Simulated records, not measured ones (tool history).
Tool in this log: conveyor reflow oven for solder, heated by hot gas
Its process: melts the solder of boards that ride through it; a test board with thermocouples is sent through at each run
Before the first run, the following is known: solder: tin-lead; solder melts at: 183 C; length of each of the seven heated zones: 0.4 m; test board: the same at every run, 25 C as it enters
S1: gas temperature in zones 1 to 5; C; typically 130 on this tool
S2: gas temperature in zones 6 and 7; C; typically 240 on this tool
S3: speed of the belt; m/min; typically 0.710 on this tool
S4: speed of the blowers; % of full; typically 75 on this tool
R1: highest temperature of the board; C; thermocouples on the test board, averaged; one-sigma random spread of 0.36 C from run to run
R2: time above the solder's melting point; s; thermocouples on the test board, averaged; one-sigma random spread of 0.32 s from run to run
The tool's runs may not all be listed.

{"run": 1, "hour": 0.0, "S1": 130, "S2": 240, "S3": 0.71, "S4": 75, "R1": 219.0, "R2": 48.9}
{"hour": 53.2, "done": "thermocouples of zones 6 and 7 changed"}
{"run": 2, "hour": 59.8, "S1": 135, "S2": 240, "S3": 0.71, "S4": 75, "R1": 220.6, "R2": 51.0}
{"run": 3, "hour": 103.2, "S1": 135, "S2": 240, "S3": 0.71, "S4": 75, "R1": 220.5, "R2": 51.0}
{"run": 4, "hour": 196.6, "S1": 135, "S2": 237, "S3": 0.71, "S4": 75, "R1": 217.9, "R2": 49.7}
{"hour": 243.3, "done": "flux residue cleaned out of gas plates and filters"}
{"run": 5, "hour": 271.6, "S1": 122, "S2": 237, "S3": 0.71, "S4": 75, "R1": 215.7, "R2": 44.4}
{"hour": 302.7, "done": "belt drive overhauled, speed set with a stopwatch"}
{"run": 6, "hour": 338.4, "S1": 122, "S2": 230, "S3": 0.718, "S4": 68, "R1": 207.1, "R2": 36.9}
{"run": 7, "hour": 390.5, "S1": 122, "S2": 230, "S3": 0.718, "S4": 68, "R1": 207.2, "R2": 36.9}
{"run": 8, "hour": 441.4, "S1": 140, "S2": 235, "S3": 0.578, "S4": 51, "R1": 218.5, "R2": 63.3}
{"run": 9, "hour": 523.7, "S1": 123, "S2": 244, "S3": 0.578, "S4": 51, "R1": 222.9, "R2": 61.1}

For run 10, what comes out?
{"run": 10, "hour": 572.6, "S1": 130, "S2": 240, "S3": 0.71, "S4": 75, "R1": "?", "R2": "?"}

{"run 10": {"R1": 219.3, "R2": 49.6}}
With the hidden condition absent and the run-to-run variation left alone, this run would have shown R1 219.4 C, R2 49.6 s.
